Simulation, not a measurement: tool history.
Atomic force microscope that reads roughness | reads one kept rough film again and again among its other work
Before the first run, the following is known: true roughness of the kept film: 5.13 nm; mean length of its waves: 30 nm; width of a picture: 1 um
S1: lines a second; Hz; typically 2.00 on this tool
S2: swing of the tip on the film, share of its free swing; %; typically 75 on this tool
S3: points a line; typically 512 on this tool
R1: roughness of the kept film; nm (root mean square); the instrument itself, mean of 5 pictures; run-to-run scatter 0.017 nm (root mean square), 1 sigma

run	hour	S1	S2	S3	R1
1	0.0	2.00	75	512	2.987
2	4.3	2.00	75	512	2.983
3	13.6	2.00	75	512	2.959
4	19.4	2.00	75	512	2.935
# hour 27.4: new tip fitted
5	28.2	2.00	75	512	3.997
6	33.6	2.00	64	512	4.040
7	40.7	2.00	64	512	3.970
8	50.8	2.00	75	512	3.815
9	60.3	1.67	75	512	3.810
10	68.1	1.67	75	512	3.785
11	76.1	1.67	75	512	3.738
12	83.8	1.67	75	512	3.701
13	89.8	2.00	75	280	3.601
14	99.2	2.00	75	280	3.563
15	109.0	2.00	75	512	3.532
16	115.7	2.00	75	512	3.497
17	123.1	2.00	75	512	3.461
18	128.9	2.00	75	512	3.447
19	134.1	2.00	75	512	3.437
20	143.5	2.00	75	512	3.361
21	150.1	2.00	75	773	3.338
# hour 152.1: height scale calibrated on a step standard
22	160.1	1.23	75	512	3.348
23	166.4	1.23	75	512	3.333
24	174.2	1.23	75	502	3.299
25	183.5	1.23	75	502	3.256
26	192.6	0.99	75	682	3.278
# hour 201.6: height scale calibrated on a step standard, once more
27	201.6	0.99	75	682	3.222
28	210.9	2.00	66	512	3.166
29	219.0	3.01	60	335	3.110
30	223.2	3.55	57	335	3.082
31	229.7	3.40	87	308	2.787
32	235.0	3.21	70	375	2.992
33	244.4	2.83	70	375	2.957
34	249.9	2.96	65	678	3.003
35	259.3	2.96	73	402	2.889
36	263.7	2.21	63	737	2.998
37	268.4	1.80	60	335	2.963
38	276.5	1.34	67	425	2.936
# hour 283.7: new tip fitted
39	287.3	2.00	72	1012	3.994
40	291.7	0.86	56	263	4.000
41	301.1	0.86	56	263	3.945
42	308.4	0.86	56	263	3.884
43	318.7	1.47	84	262	3.655
44	323.6	1.47	78	262	3.680
45	331.4	1.47	78	262	3.651
46	341.5	1.47	78	262	3.602
47	349.6	1.47	78	262	3.552
48	357.9	1.47	69	262	3.556

Each row is a separate what-if for the run after 48, all from the same tool condition, not one after another. Results?
A	366.4	0.76	69	855	?
B	366.4	0.92	75	574	?
C	366.4	2.00	78	512	?
D	366.4	2.09	75	316	?
E	366.4	1.03	61	505	?

run	R1
A	3.624
B	3.592
C	3.452
D	3.471
E	3.607
With the hidden condition removed and each run's random variation left untouched, the same runs would have given:
run	R1
A	4.143
B	4.105
C	3.945
D	3.967
E	4.122
